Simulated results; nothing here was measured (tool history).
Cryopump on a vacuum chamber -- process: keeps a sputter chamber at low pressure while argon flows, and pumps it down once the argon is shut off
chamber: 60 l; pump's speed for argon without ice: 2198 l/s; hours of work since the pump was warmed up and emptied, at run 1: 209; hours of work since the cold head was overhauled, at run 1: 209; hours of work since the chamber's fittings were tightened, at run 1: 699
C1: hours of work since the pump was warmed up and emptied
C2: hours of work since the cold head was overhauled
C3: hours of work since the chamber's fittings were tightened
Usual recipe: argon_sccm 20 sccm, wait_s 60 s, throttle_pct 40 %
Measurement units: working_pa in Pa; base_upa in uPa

run 1 hour=0 | argon_sccm=20 wait_s=60 throttle_pct=40 | C1=209 C2=209 C3=699 | working_pa=0.0394 base_upa=1.27
run 2 hour=28.2 | argon_sccm=20 wait_s=60 throttle_pct=40 | C1=230 C2=230 C3=720 | working_pa=0.0396 base_upa=1.23
run 3 hour=52.9 | argon_sccm=20 wait_s=60 throttle_pct=40 | C1=248 C2=248 C3=738 | working_pa=0.0398 base_upa=1.25
run 4 hour=83.1 | argon_sccm=21 wait_s=60 throttle_pct=40 | C1=271 C2=271 C3=761 | working_pa=0.0412 base_upa=1.3
run 5 hour=103.4 | argon_sccm=20 wait_s=60 throttle_pct=40 | C1=286 C2=286 C3=776 | working_pa=0.0398 base_upa=1.28
run 6 hour=135.8 | argon_sccm=16 wait_s=60 throttle_pct=40 | C1=310 C2=310 C3=800 | working_pa=0.0319 base_upa=1.34
run 7 hour=168.3 | argon_sccm=27 wait_s=127 throttle_pct=40 | C1=334 C2=334 C3=824 | working_pa=0.054 base_upa=0.98
run 8 hour=192 | argon_sccm=27 wait_s=127 throttle_pct=40 | C1=351 C2=351 C3=841 | working_pa=0.0542 base_upa=0.98
run 9 hour=217 | argon_sccm=27 wait_s=127 throttle_pct=40 | C1=370 C2=370 C3=860 | working_pa=0.054 base_upa=0.97
run 10 hour=248.5 | argon_sccm=20 wait_s=79 throttle_pct=22 | C1=393 C2=393 C3=883 | working_pa=0.0719 base_upa=1.23
run 11 hour=266.7 | argon_sccm=9 wait_s=104 throttle_pct=24 | C1=407 C2=407 C3=897 | working_pa=0.0294 base_upa=1.13
run 12 hour=306.2 | argon_sccm=12 wait_s=38 throttle_pct=21 | C1=436 C2=436 C3=926 | working_pa=0.0454 base_upa=1.83

Predict each of these 4 candidate next runs independently; none follows another, all start after run 12:
run A hour=343.3 | argon_sccm=20 wait_s=129 throttle_pct=40 | C1=463 C2=463 C3=954 | working_pa=? base_upa=?
run B hour=343.3 | argon_sccm=13 wait_s=63 throttle_pct=22 | C1=463 C2=463 C3=954 | working_pa=? base_upa=?
run C hour=343.3 | argon_sccm=20 wait_s=60 throttle_pct=24 | C1=463 C2=463 C3=954 | working_pa=? base_upa=?
run D hour=343.3 | argon_sccm=17 wait_s=25 throttle_pct=27 | C1=463 C2=463 C3=954 | working_pa=? base_upa=?

run=A working_pa=0.0404 base_upa=1.07
run=B working_pa=0.0468 base_upa=1.34
run=C working_pa=0.0663 base_upa=1.43
run=D working_pa=0.0503 base_upa=2.4
Without the tool's unlogged condition, the same runs would have read:
run=A working_pa=0.0382 base_upa=0.5
run=B working_pa=0.0454 base_upa=0.77
run=C working_pa=0.0641 base_upa=0.86
run=D working_pa=0.0484 base_upa=1.84

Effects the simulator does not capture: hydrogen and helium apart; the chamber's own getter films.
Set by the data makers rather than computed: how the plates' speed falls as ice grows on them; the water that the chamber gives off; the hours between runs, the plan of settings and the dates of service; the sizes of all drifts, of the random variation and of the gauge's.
